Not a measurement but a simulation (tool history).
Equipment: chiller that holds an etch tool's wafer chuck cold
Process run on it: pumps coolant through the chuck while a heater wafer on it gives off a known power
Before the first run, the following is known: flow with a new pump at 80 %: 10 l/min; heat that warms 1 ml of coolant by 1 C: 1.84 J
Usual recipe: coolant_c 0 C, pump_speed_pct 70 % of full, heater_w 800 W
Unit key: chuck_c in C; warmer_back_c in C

{"run": 1, "hour": 0.0, "coolant_c": 0, "pump_speed_pct": 70, "heater_w": 800, "chuck_c": 9.8, "warmer_back_c": 3.02}
{"run": 2, "hour": 122.4, "coolant_c": 0, "pump_speed_pct": 70, "heater_w": 800, "chuck_c": 9.7, "warmer_back_c": 3.04}
{"run": 3, "hour": 290.5, "coolant_c": 0, "pump_speed_pct": 70, "heater_w": 800, "chuck_c": 9.6, "warmer_back_c": 3.02}
{"run": 4, "hour": 387.3, "coolant_c": 0, "pump_speed_pct": 70, "heater_w": 800, "chuck_c": 9.7, "warmer_back_c": 3.04}
{"run": 5, "hour": 474.0, "coolant_c": 0, "pump_speed_pct": 70, "heater_w": 483, "chuck_c": 5.8, "warmer_back_c": 1.8}
{"run": 6, "hour": 566.0, "coolant_c": 0, "pump_speed_pct": 70, "heater_w": 824, "chuck_c": 10, "warmer_back_c": 3.13}
{"run": 7, "hour": 732.6, "coolant_c": 0, "pump_speed_pct": 70, "heater_w": 824, "chuck_c": 10, "warmer_back_c": 3.14}
{"run": 8, "hour": 809.9, "coolant_c": 0, "pump_speed_pct": 70, "heater_w": 800, "chuck_c": 9.6, "warmer_back_c": 3.05}
{"run": 9, "hour": 909.3, "coolant_c": 0, "pump_speed_pct": 70, "heater_w": 1084, "chuck_c": 13.3, "warmer_back_c": 4.09}
{"run": 10, "hour": 1026.9, "coolant_c": 0, "pump_speed_pct": 70, "heater_w": 616, "chuck_c": 7.5, "warmer_back_c": 2.36}
{"run": 11, "hour": 1134.9, "coolant_c": 0, "pump_speed_pct": 70, "heater_w": 616, "chuck_c": 7.5, "warmer_back_c": 2.36}
{"run": 12, "hour": 1220.6, "coolant_c": 0, "pump_speed_pct": 70, "heater_w": 616, "chuck_c": 7.5, "warmer_back_c": 2.34}
{"run": 13, "hour": 1334.6, "coolant_c": 0, "pump_speed_pct": 70, "heater_w": 616, "chuck_c": 7.4, "warmer_back_c": 2.35}
{"run": 14, "hour": 1453.0, "coolant_c": 0, "pump_speed_pct": 70, "heater_w": 800, "chuck_c": 9.7, "warmer_back_c": 3.01}
{"run": 15, "hour": 1570.0, "coolant_c": 0, "pump_speed_pct": 70, "heater_w": 800, "chuck_c": 9.8, "warmer_back_c": 3.02}
{"run": 16, "hour": 1709.9, "coolant_c": 0, "pump_speed_pct": 83, "heater_w": 800, "chuck_c": 8.4, "warmer_back_c": 2.47}
{"run": 17, "hour": 1816.3, "coolant_c": 7, "pump_speed_pct": 95, "heater_w": 490, "chuck_c": 11.7, "warmer_back_c": 1.29}
{"run": 18, "hour": 1900.0, "coolant_c": 7, "pump_speed_pct": 95, "heater_w": 490, "chuck_c": 11.7, "warmer_back_c": 1.29}
{"run": 19, "hour": 1996.7, "coolant_c": 1, "pump_speed_pct": 65, "heater_w": 1077, "chuck_c": 14.9, "warmer_back_c": 4.44}
{"run": 20, "hour": 2107.4, "coolant_c": -1, "pump_speed_pct": 65, "heater_w": 1077, "chuck_c": 12.8, "warmer_back_c": 4.49}
{"run": 21, "hour": 2258.3, "coolant_c": -9, "pump_speed_pct": 96, "heater_w": 1077, "chuck_c": 1.1, "warmer_back_c": 2.88}
{"run": 22, "hour": 2383.5, "coolant_c": -9, "pump_speed_pct": 67, "heater_w": 1077, "chuck_c": 4.6, "warmer_back_c": 4.26}

Run 23 has not been measured yet. What should we expect?
{"run": 23, "hour": 2496.0, "coolant_c": -9, "pump_speed_pct": 67, "heater_w": 1077, "chuck_c": "?", "warmer_back_c": "?"}

{"run 23": {"chuck_c": 4.5, "warmer_back_c": 4.33}}
Minus the tool's unlogged condition, the same run would have read chuck_c 4.5 C, warmer_back_c 4.32 C.
